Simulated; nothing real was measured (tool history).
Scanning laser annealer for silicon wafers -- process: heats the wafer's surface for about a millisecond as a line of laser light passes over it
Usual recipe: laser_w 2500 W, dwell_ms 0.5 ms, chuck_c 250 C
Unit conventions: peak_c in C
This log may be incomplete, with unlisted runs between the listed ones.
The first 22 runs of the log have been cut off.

run,hour,laser_w,dwell_ms,chuck_c,peak_c
23,372.4,2232,0.552,280,1051
24,385.6,2386,0.619,250,1131
25,400.3,2650,0.387,250,1016
26,412.5,2320,0.47,250,988
27,434.8,2480,0.475,228,1022
28,449,2480,0.475,228,1025
29,468.8,2740,0.467,228,1104
30,482.2,2740,0.467,228,1104
31,496.1,2257,0.5,250,991
32,507.3,2257,0.5,250,993
33,527.9,2257,0.5,250,991
34,545,2421,0.473,229,1003
35,560,2500,0.573,219,1107
36,573.2,2716,0.498,275,1176
37,588.5,2716,0.498,275,1171

For run 38, what comes out?
38,604.3,2435,0.422,275,?

peak_c: 1009 C
If the tool had no hidden condition, the same run with the same run-to-run variation would have returned peak_c 1009 C.
